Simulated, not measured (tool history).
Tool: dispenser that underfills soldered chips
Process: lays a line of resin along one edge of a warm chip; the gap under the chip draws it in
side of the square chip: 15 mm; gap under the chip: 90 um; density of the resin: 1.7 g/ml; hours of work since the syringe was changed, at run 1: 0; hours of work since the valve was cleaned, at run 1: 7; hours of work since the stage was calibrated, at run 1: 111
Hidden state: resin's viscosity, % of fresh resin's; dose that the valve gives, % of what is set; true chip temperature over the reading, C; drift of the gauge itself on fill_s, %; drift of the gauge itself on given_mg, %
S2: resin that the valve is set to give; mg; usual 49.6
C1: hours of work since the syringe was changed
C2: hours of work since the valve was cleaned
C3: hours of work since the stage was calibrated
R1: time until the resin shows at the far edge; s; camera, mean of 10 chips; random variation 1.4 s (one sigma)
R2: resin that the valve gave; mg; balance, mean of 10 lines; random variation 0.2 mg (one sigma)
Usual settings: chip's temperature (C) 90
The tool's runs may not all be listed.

Run 1, hour 0.0: usual settings; C1 0; C2 7; C3 111. Result: R1 136.6 s, R2 49.41 mg.
Run 2, hour 4.0: usual settings; C1 3; C2 10; C3 114. Result: R1 174.0 s, R2 49.95 mg.
Run 3, hour 7.9: usual settings but chip's temperature (C) 77; C1 6; C2 13; C3 117. Result: R1 335.8 s, R2 49.28 mg.
At hour 13.0: new syringe of resin.
Run 4, hour 15.9: usual settings but chip's temperature (C) 77; C1 2; C2 18; C3 123. Result: R1 252.6 s, R2 49.06 mg.
Run 5, hour 20.1: usual settings but chip's temperature (C) 77; C1 5; C2 22; C3 126. Result: R1 326.7 s, R2 49.12 mg.
At hour 25.8: new syringe of resin.
Run 6, hour 27.8: usual settings but S2 50.7 mg; C1 1; C2 27; C3 131. Result: R1 153.1 s, R2 50.34 mg.
Run 7, hour 32.1: usual settings but S2 50.7 mg; C1 5; C2 30; C3 135. Result: R1 200.4 s, R2 49.82 mg.
At hour 38.6: new syringe of resin.
Run 8, hour 38.6: usual settings but chip's temperature (C) 77; C1 0; C2 35; C3 139. Result: R1 213.0 s, R2 49.03 mg.
Run 9, hour 41.9: usual settings but chip's temperature (C) 77, S2 48.5 mg; C1 2; C2 38; C3 142. Result: R1 258.9 s, R2 47.62 mg.
Run 10, hour 45.4: usual settings but chip's temperature (C) 77, S2 48.5 mg; C1 5; C2 40; C3 145. Result: R1 322.5 s, R2 47.82 mg.
Run 11, hour 50.3: usual settings but chip's temperature (C) 87; C1 9; C2 44; C3 148. Result: R1 311.5 s, R2 49.14 mg.
At hour 51.4: new syringe of resin.
Run 12, hour 54.7: usual settings but chip's temperature (C) 87; C1 2; C2 47; C3 151. Result: R1 186.2 s, R2 48.65 mg.
Run 13, hour 59.9: usual settings; C1 6; C2 51; C3 155. Result: R1 229.0 s, R2 48.22 mg.
At hour 63.9: new syringe of resin.
Run 14, hour 65.3: usual settings but chip's temperature (C) 103; C1 1; C2 55; C3 159. Result: R1 103.1 s, R2 48.89 mg.
Run 15, hour 70.4: usual settings but chip's temperature (C) 103; C1 5; C2 59; C3 163. Result: R1 141.8 s, R2 48.30 mg.
At hour 76.7: new syringe of resin.
Run 16, hour 78.1: usual settings but chip's temperature (C) 103, S2 51.0 mg; C1 1; C2 64; C3 169. Result: R1 100.2 s, R2 49.28 mg.
Run 17, hour 83.1: usual settings but S2 45.4 mg; C1 5; C2 68; C3 172. Result: R1 206.4 s, R2 43.91 mg.
At hour 89.2: new syringe of resin.
Run 18, hour 89.2: usual settings; C1 0; C2 72; C3 177. Result: R1 136.4 s, R2 47.99 mg.
Run 19, hour 93.8: usual settings but chip's temperature (C) 76, S2 64.2 mg; C1 3; C2 76; C3 180. Result: R1 279.8 s, R2 62.14 mg.
Run 20, hour 97.8: usual settings but chip's temperature (C) 93, S2 53.6 mg; C1 7; C2 79; C3 183. Result: R1 208.4 s, R2 51.56 mg.
At hour 102.2: new syringe of resin.
Run 21, hour 103.5: usual settings but chip's temperature (C) 82, S2 45.4 mg; C1 1; C2 83; C3 187. Result: R1 201.8 s, R2 43.65 mg.
Run 22, hour 108.7: usual settings but chip's temperature (C) 82, S2 45.4 mg; C1 5; C2 87; C3 191. Result: R1 272.4 s, R2 43.63 mg.
Run 23, hour 113.6: usual settings but chip's temperature (C) 81, S2 45.4 mg; C1 9; C2 91; C3 195. Result: R1 386.3 s, R2 43.54 mg.
At hour 115.0: new syringe of resin.
Run 24, hour 117.8: usual settings but chip's temperature (C) 81, S2 45.4 mg; C1 2; C2 93; C3 198. Result: R1 226.4 s, R2 43.87 mg.
Run 25, hour 125.3: usual settings but chip's temperature (C) 103, S2 48.5 mg; C1 8; C2 99; C3 203. Result: R1 174.5 s, R2 46.27 mg.
At hour 127.8: new syringe of resin.
Run 26, hour 132.3: usual settings but chip's temperature (C) 78, S2 58.0 mg; C1 3; C2 104; C3 209. Result: R1 269.6 s, R2 55.47 mg.
Run 27, hour 138.8: usual settings but chip's temperature (C) 101, S2 53.9 mg; C1 8; C2 109; C3 213. Result: R1 196.5 s, R2 51.57 mg.
At hour 140.6: new syringe of resin.
Run 28, hour 146.4: usual settings but chip's temperature (C) 79, S2 50.4 mg; C1 4; C2 115; C3 219. Result: R1 289.4 s, R2 47.74 mg.
Run 29, hour 152.5: usual settings but chip's temperature (C) 79, S2 50.4 mg; C1 9; C2 119; C3 224. Result: R1 421.2 s, R2 47.75 mg.
At hour 153.4: new syringe of resin.
Run 30, hour 158.5: usual settings but chip's temperature (C) 79, S2 50.4 mg; C1 4; C2 124; C3 228. Result: R1 267.9 s, R2 47.49 mg.
At hour 166.0: new syringe of resin.
Run 31, hour 166.2: usual settings but chip's temperature (C) 79, S2 50.4 mg; C1 0; C2 129; C3 233. Result: R1 205.4 s, R2 47.45 mg.
At hour 171.7: dispensing valve cleaned and set on the balance.
Run 32, hour 173.5: usual settings but chip's temperature (C) 83, S2 54.3 mg; C1 5; C2 1; C3 238. Result: R1 260.4 s, R2 54.27 mg.
At hour 179.4: new syringe of resin.
Run 33, hour 180.2: usual settings but chip's temperature (C) 100, S2 60.9 mg; C1 1; C2 6; C3 243. Result: R1 105.4 s, R2 60.48 mg.
Run 34, hour 184.0: usual settings but chip's temperature (C) 100, S2 60.9 mg; C1 3; C2 9; C3 246. Result: R1 133.2 s, R2 60.91 mg.
Run 35, hour 188.4: usual settings but chip's temperature (C) 100, S2 60.9 mg; C1 7; C2 12; C3 249. Result: R1 173.5 s, R2 60.51 mg.
At hour 192.1: new syringe of resin.
Run 36, hour 195.1: usual settings but chip's temperature (C) 76, S2 50.0 mg; C1 2; C2 17; C3 254. Result: R1 261.9 s, R2 49.79 mg.

4 ways to go on from here, each from the tool as it stands after run 36. What would each give?
Run A, hour 201.6: usual settings but chip's temperature (C) 93, S2 46.1 mg; C1 7; C2 22; C3 259. Result: R1 ?, R2 ?.
Run B, hour 201.6: usual settings but chip's temperature (C) 83, S2 58.2 mg; C1 7; C2 22; C3 259. Result: R1 ?, R2 ?.
Run C, hour 201.6: usual settings but chip's temperature (C) 99, S2 42.5 mg; C1 7; C2 22; C3 259. Result: R1 ?, R2 ?.
Run D, hour 201.6: usual settings but chip's temperature (C) 77, S2 50.0 mg; C1 7; C2 22; C3 259. Result: R1 ?, R2 ?.

run     R1     R2
  A  227.9  45.38
  B  306.3  57.15
  C  193.3  42.18
  D  374.1  49.42
Without the tool's hidden state the same runs would have given:
run     R1     R2
  A  126.6  45.86
  B  170.0  57.75
  C  107.2  42.63
  D  207.4  49.94
